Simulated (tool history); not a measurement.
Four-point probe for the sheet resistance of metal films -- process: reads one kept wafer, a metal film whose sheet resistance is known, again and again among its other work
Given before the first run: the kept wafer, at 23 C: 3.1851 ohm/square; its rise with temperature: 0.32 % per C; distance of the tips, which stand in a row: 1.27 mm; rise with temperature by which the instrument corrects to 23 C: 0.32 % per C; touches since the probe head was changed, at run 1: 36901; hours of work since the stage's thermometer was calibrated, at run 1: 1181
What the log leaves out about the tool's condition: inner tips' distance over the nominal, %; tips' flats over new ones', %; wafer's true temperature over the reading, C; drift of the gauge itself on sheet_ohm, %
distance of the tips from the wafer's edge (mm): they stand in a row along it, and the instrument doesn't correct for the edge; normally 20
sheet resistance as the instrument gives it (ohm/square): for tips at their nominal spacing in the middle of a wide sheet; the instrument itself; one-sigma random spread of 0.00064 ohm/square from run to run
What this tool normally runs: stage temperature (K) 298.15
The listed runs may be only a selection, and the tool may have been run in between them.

run	hour	stage temperature (K)	distance of the tips from the wafer's edge (mm)	touches since the probe head was changed	hours of work since the stage's thermometer was calibrated	sheet resistance as the instrument gives it (ohm/square)
1	0.0	298.15	20	36901	1181	3.191795
2	48.5	294.15	20	39184	1219	3.191583
3	96.7	294.15	20	41453	1256	3.191943
4	173.9	300.15	20	45086	1317	3.191686
5	236.9	300.15	20	48055	1366	3.192571
6	294.7	300.15	20	50775	1411	3.191744
7	337.4	300.15	20	52785	1445	3.192121
8	385.3	300.15	20	55042	1482	3.192750
9	455.4	300.15	20	58338	1537	3.192282
10	529.9	300.15	20	61847	1595	3.191626
11	594.6	300.15	20	64893	1646	3.192565
12	670.8	300.15	20	68479	1706	3.192154
13	702.8	300.15	20	69988	1731	3.191499
14	745.4	298.15	20	71993	1764	3.193029
15	782.9	298.15	5	73758	1794	3.291451
16	826.7	298.15	3	75821	1828	3.463316
17	859.5	298.15	3	77362	1853	3.462865
18	930.9	298.15	12	80724	1909	3.204469
19	992.6	298.15	12	83630	1958	3.203241
20	1065.8	298.15	12	87077	2015	3.205680
21	1119.9	298.15	12	89623	2057	3.204133
22	1164.8	298.15	3	91735	2092	3.462326
23	1221.9	298.15	3	94424	2137	3.462385
24	1293.6	292.15	54	97798	2193	3.186612
25	1344.1	307.15	36	100177	2233	3.186692
26	1419.0	297.15	16	103703	2291	3.195118
27	1462.1	291.15	42	105731	2325	3.187226
28	1516.8	294.15	9	108307	2368	3.219085
29	1562.9	297.15	43	110479	2404	3.186285
30	1627.3	300.15	3	113510	2454	3.463602
31	1677.0	295.15	68	115846	2493	3.186231
32	1724.0	301.15	16	118063	2530	3.196379
33	1757.5	301.15	16	119638	2556	3.197774
34	1802.7	305.15	37	121764	2592	3.187174
35	1859.1	305.15	37	124422	2636	3.186673
36	1905.7	302.15	40	126613	2672	3.185826
37	1956.7	303.15	46	129017	2712	3.186846
38	1997.9	303.15	46	130954	2744	3.186819
39	2070.6	303.15	46	134376	2801	3.187080
40	2130.1	294.15	24	137180	2848	3.190405
41	2191.1	300.15	5	140051	2896	3.293000
42	2225.7	300.15	5	141681	2923	3.291373
43	2261.4	307.15	16	143359	2951	3.195941
# hour 2289.1: stage's thermometer calibrated
44	2300.7	296.15	57	145188	9	3.186140
45	2339.7	300.15	49	147025	40	3.187230

Predict each of these 3 candidate next runs independently; none follows another, all start after run 45:
A	2394.4	295.15	13	149597	82	?
B	2394.4	298.15	57	149597	82	?
C	2394.4	302.15	42	149597	82	?

run	sheet resistance as the instrument gives it (ohm/square)
A	3.202392
B	3.186502
C	3.186644
Had the tool no hidden state, the same runs would have come out as:
run	sheet resistance as the instrument gives it (ohm/square)
A	3.202129
B	3.186241
C	3.186382
